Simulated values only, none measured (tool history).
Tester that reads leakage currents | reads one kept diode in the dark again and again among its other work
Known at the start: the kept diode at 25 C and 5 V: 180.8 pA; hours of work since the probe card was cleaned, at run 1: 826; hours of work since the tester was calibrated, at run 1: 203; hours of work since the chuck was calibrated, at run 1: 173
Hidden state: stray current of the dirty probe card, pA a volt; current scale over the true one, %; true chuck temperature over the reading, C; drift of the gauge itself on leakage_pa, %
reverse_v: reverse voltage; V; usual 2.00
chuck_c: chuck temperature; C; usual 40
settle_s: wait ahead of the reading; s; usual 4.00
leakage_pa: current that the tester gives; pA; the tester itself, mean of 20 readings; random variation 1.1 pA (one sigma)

run   hour  reverse_v  chuck_c  settle_s  hours of work since the probe card was cleaned  hours of work since the tester was calibrated  hours of work since the chuck was calibrated  leakage_pa
  1    0.0       2.00       40      4.00                                             826                                            203                                           173      365.76
  2   37.3       2.00       21      4.00                                             848                                            224                                           194       75.81
  3   84.0       2.00       40      4.00                                             875                                            252                                           221      365.75
  4  124.8       2.00       40      4.00                                             898                                            275                                           245      363.50
  5  182.2       2.00       40      4.00                                             932                                            309                                           278      362.57
  6  214.6       2.00       40      4.00                                             951                                            327                                           297      364.77
     222.7  -- probe card cleaned and baked
  7  274.8       2.00       36      4.00                                              30                                            361                                           331      265.41
  8  309.8       2.00       36      4.00                                              51                                            381                                           351      264.00
  9  339.2       2.00       36      4.00                                              68                                            398                                           368      264.86
     353.6  -- probe card cleaned and baked, once more
 10  378.3      11.55       40      7.39                                              14                                            419                                           389      963.69
 11  411.6      19.79       36      2.53                                              34                                            438                                           408      955.27
 12  461.0      19.79       36      2.53                                              62                                            467                                           437      951.39
 13  493.3      19.79       36      2.53                                              81                                            486                                           456      951.82
 14  539.5       6.29       23      6.41                                             108                                            513                                           483      168.60
 15  597.7      16.41       43      3.37                                             142                                            547                                           516     1458.65
 16  644.6      16.05       29      0.47                                             169                                            574                                           544      481.05
 17  700.6       2.89       29      0.47                                             202                                            606                                           576      182.01

Forecast each of these 5 alternatives for the next run:
  A  757.2      14.23       29      0.47                                             235                                            639                                           609           ?
  B  757.2       2.89       29      0.35                                             235                                            639                                           609           ?
  C  757.2       2.00       21      4.00                                             235                                            639                                           609           ?
  D  757.2       1.17       24      6.97                                             235                                            639                                           609           ?
  E  757.2      17.58       33      7.82                                             235                                            639                                           609           ?

run  leakage_pa
  A      450.14
  B      181.22
  C       73.43
  D       70.47
  E      689.93
Without the tool's hidden state the same runs would have given:
run  leakage_pa
  A      466.06
  B      188.12
  C       76.30
  D       73.29
  E      714.68
